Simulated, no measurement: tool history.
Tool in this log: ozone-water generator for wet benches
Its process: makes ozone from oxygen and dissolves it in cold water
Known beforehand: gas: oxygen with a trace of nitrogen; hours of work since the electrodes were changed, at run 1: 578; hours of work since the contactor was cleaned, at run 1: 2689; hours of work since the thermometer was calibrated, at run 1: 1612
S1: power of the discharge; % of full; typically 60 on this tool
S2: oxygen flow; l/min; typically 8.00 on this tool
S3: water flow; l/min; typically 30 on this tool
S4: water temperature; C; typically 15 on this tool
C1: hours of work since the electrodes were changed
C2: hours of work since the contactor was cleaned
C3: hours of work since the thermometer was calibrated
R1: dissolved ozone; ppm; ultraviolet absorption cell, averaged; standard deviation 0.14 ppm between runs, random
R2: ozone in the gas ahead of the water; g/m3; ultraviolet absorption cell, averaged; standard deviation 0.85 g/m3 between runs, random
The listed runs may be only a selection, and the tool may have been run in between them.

run,day,S1,S2,S3,S4,C1,C2,C3,R1,R2
1,0.000,60,8.00,30,15,578,2689,1612,17.0,137.3
2,1.242,60,8.00,30,15,601,2713,1635,17.1,137.3
3,2.979,60,8.06,30,15,635,2746,1669,17.0,136.2
4,4.112,60,8.06,30,15,656,2768,1690,16.8,137.4
5,6.100,60,8.00,30,18,694,2806,1729,16.2,138.1
6,8.038,60,8.00,30,18,731,2843,1766,16.3,138.0
7,9.083,60,8.00,30,18,751,2863,1786,16.1,136.1
8,10.779,60,8.00,32,15,784,2896,1818,16.0,137.5
9,11.738,60,8.00,32,15,802,2914,1836,16.1,136.3
10,13.842,60,8.00,30,15,843,2954,1877,17.0,136.9
11,15.471,60,8.00,18,15,874,2985,1908,24.5,136.3
12,16.925,60,8.00,33,15,902,3013,1936,15.5,137.8
13,18.288,60,8.00,30,15,928,3039,1962,17.0,136.9
14,19.229,60,8.00,30,15,946,3057,1980,16.8,136.0
15,20.254,91,8.00,30,15,965,3077,1999,24.0,195.9
16,21.950,41,8.00,30,15,998,3109,2032,12.2,97.7
17,22.838,41,8.00,30,15,1015,3126,2049,12.2,99.2
18,23.975,42,7.33,23,15,1036,3148,2071,15.0,103.3
19,25.021,46,7.33,22,15,1057,3168,2091,16.9,112.1

For run 20, what comes out?
20,26.188,46,7.33,22,15,1079,3190,2113,?,?

{"run 20": {"R1": 16.7, "R2": 112.5}}
Had the tool carried no hidden state, the very same run would have given R1 17.1 ppm, R2 113.7 g/m3.

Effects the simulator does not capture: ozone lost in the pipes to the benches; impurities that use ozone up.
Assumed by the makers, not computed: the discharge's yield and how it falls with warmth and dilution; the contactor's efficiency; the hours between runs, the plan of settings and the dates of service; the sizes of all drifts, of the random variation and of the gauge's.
